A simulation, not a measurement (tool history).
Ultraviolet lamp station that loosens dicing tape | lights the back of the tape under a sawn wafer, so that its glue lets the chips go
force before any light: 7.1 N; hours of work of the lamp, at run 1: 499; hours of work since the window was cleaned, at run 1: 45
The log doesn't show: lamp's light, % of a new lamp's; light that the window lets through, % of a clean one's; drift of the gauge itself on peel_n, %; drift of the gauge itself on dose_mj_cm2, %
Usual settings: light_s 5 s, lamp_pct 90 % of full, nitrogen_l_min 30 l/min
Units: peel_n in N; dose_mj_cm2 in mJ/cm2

run   hour  light_s  lamp_pct  nitrogen_l_min  hours of work of the lamp  hours of work since the window was cleaned  peel_n  dose_mj_cm2
  1      0        5        90              30                        499                                          45   0.323          488
  2   14.5        5        90              30                        508                                          55   0.345          491
  3   29.4        5        90              30                        518                                          64   0.343          489
  4   54.2        5        90              30                        534                                          80   0.354          488
  5     83        5        90              33                        553                                          99   0.317          491
  6   99.4        5        90              33                        563                                         110   0.321          492
  7    127       10        90              30                        581                                         127    0.14          972
  8  153.4       10        90              30                        598                                         144   0.136          969
  9  172.9       10        90              30                        611                                         157   0.137          967
 10  195.5       10        90              30                        625                                         172    0.14          968
 11  223.4       10        90              30                        643                                         190   0.127          968
 12  248.6        5        76              30                        659                                         206   0.479          413
 13  265.5        9        76              30                        670                                         217    0.16          740
 14  292.7        9        76              30                        688                                         234    0.16          744
 15  308.4        4        90              30                        698                                         244   0.564          387
 16  327.8        4        90              30                        711                                         257   0.564          392
     330.1  -- window cleaned of glue's vapour
 17  341.1        5        84              30                        719                                           7   0.403          451
 18    358        5        84              30                        730                                          18    0.38          459
 19    379        5        84              30                        743                                          32   0.384          452
 20  398.3        5        90              30                        756                                          44   0.359          487
 21  423.8        9        90              57                        772                                          60    0.14          875
 22  436.7        9        77              16                        781                                          69   0.202          748
 23  459.2        9        77              16                        795                                          83   0.209          740
 24  477.3        5        61              11                        807                                          95   1.321          325
 25  501.7        7        78              12                        823                                         111   0.381          593
 26  529.8        5        64              56                        841                                         129   0.523          345
 27  556.5        5        64              56                        858                                         146   0.518          351
 28  572.3        5        64              56                        868                                         156    0.54          349
 29  593.5        5        64              56                        882                                         170   0.538          347
 30  617.2        4        64              56                        897                                         185   0.831          277
 31  635.8        4        64              56                        909                                         197   0.854          279
 32  656.7        4        64              56                        923                                         211   0.867          276
 33  671.4        7        94              39                        932                                         220   0.167          715
 34  696.7        5        82              51                        948                                         237   0.315          443
 35  718.6        3        90              29                        963                                         251   0.985          291
     728.8  -- window cleaned of glue's vapour
 36  736.8        3        90              29                        974                                           5   0.974          296
 37  755.7        7        90              27                        986                                          17    0.19          686
 38  776.9        5        89              48                       1000                                          31   0.271          487
 39  801.6        2        89              16                       1016                                          47   2.212          191

Hidden state at the last listed run before each entry between runs and at the first one after, where it differs:
Between runs 16 and 17: window cleaned of glue's vapour (hour 330.1)
  light that the window lets through, % of a clean one's: 99.9 -> 100
Between runs 35 and 36: window cleaned of glue's vapour (hour 728.8)
  light that the window lets through, % of a clean one's: 99.9 -> 100
